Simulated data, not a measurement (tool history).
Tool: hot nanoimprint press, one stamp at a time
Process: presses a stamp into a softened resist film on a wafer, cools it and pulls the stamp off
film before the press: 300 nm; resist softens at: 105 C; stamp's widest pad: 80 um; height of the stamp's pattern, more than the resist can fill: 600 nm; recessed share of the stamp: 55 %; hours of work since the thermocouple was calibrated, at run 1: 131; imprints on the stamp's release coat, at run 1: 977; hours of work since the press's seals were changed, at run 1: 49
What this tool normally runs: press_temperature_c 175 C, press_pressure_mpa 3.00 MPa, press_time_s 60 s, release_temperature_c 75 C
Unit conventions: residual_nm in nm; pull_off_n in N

run   hour  press_temperature_c  press_pressure_mpa  press_time_s  release_temperature_c  hours of work since the thermocouple was calibrated  imprints on the stamp's release coat  hours of work since the press's seals were changed  residual_nm  pull_off_n
  1    0.0                  175                3.00            60                     75                                                  131                                   977                                                  49        117.8         227
  2   13.7                  175                3.00            60                     75                                                  140                                  1045                                                  58        119.9         228
  3   28.7                  175                3.00            44                     75                                                  150                                  1120                                                  68        133.2         234
      46.6  -- stamp cleaned and given a new release coat
  4   46.6                  175                3.00            44                     75                                                  158                                     0                                                  76        134.9         198
  5   60.7                  175                3.00            44                     75                                                  168                                    71                                                  86        135.0         201
  6   67.6                  165                3.00            60                     75                                                  172                                   105                                                  91        190.8         216
  7   80.3                  175                3.00            30                     72                                                  181                                   169                                                  99        153.2         231
      84.2  -- plate thermocouple calibrated
  8   93.9                  175                3.00            30                     72                                                    7                                   222                                                 106        152.5         218
  9  105.1                  175                3.00            30                     72                                                   14                                   278                                                 114        154.6         224

The next listed run, before its measurement:
 10  115.2                  175                4.24            62                     75                                                   21                                   328                                                 121            ?           ?

{"run 10": {"residual_nm": 99.2, "pull_off_n": 212}}
Had the tool carried no hidden state, the very same run would have given residual_nm 96.2 nm, pull_off_n 202 N.
